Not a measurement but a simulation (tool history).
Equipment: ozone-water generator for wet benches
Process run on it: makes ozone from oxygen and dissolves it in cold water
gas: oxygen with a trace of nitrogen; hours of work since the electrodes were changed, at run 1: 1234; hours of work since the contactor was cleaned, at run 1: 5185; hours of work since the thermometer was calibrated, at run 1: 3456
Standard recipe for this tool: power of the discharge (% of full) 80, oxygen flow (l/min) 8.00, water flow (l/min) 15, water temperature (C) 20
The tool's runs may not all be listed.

run,hour,power of the discharge (% of full),oxygen flow (l/min),water flow (l/min),water temperature (C),hours of work since the electrodes were changed,hours of work since the contactor was cleaned,hours of work since the thermometer was calibrated,dissolved ozone (ppm),ozone in the gas ahead of the water (g/m3)
1,0.0,80,8.00,15,20,1234,5185,3456,23.8,223.1
2,39.4,80,8.00,10,20,1259,5210,3481,30.8,224.3
3,95.4,80,8.00,10,20,1295,5246,3517,31.5,224.6
4,150.9,80,8.00,10,20,1331,5281,3552,31.0,223.0
5,211.1,80,8.00,15,28,1369,5320,3591,20.3,224.0
6,253.9,80,8.00,15,28,1396,5347,3618,20.3,223.5
7,293.7,63,8.00,15,28,1422,5373,3643,17.0,189.2
8,323.8,63,8.00,15,28,1441,5392,3663,17.2,187.5
9,366.9,80,8.00,15,20,1469,5419,3690,24.1,222.5
10,430.9,42,8.00,15,20,1509,5460,3731,15.6,143.5
11,471.8,42,8.00,15,20,1536,5486,3757,15.5,143.2
12,535.1,78,8.81,18,14,1576,5527,3798,22.9,209.5
13,592.7,56,8.00,15,26,1613,5564,3834,16.2,175.4
14,626.4,80,8.00,13,13,1634,5585,3856,30.0,222.8
15,684.3,96,4.91,23,19,1671,5622,3893,18.9,312.7
16,720.7,70,4.42,15,20,1695,5645,3916,21.7,262.7
17,779.3,94,8.00,23,16,1732,5683,3954,20.7,246.6
18,810.5,96,5.50,15,20,1752,5703,3973,27.2,297.8
19,861.2,40,5.02,17,14,1784,5735,4006,14.7,170.9
20,914.8,80,4.01,15,20,1819,5769,4040,23.6,300.4

Each row is a separate what-if for the run after 20, all from the same tool condition, not one after another. Results?
A,956.6,66,4.17,15,20,1845,5796,4067,?,?
B,956.6,80,4.01,15,12,1845,5796,4067,?,?
C,956.6,80,5.36,15,20,1845,5796,4067,?,?

run,dissolved ozone (ppm),ozone in the gas ahead of the water (g/m3)
A,21.2,258.7
B,26.8,303.0
C,24.1,263.9
The same runs, with their run-to-run variation unchanged, on a tool lacking any hidden condition would have given:
run,dissolved ozone (ppm),ozone in the gas ahead of the water (g/m3)
A,22.9,267.5
B,29.0,314.8
C,26.1,274.3
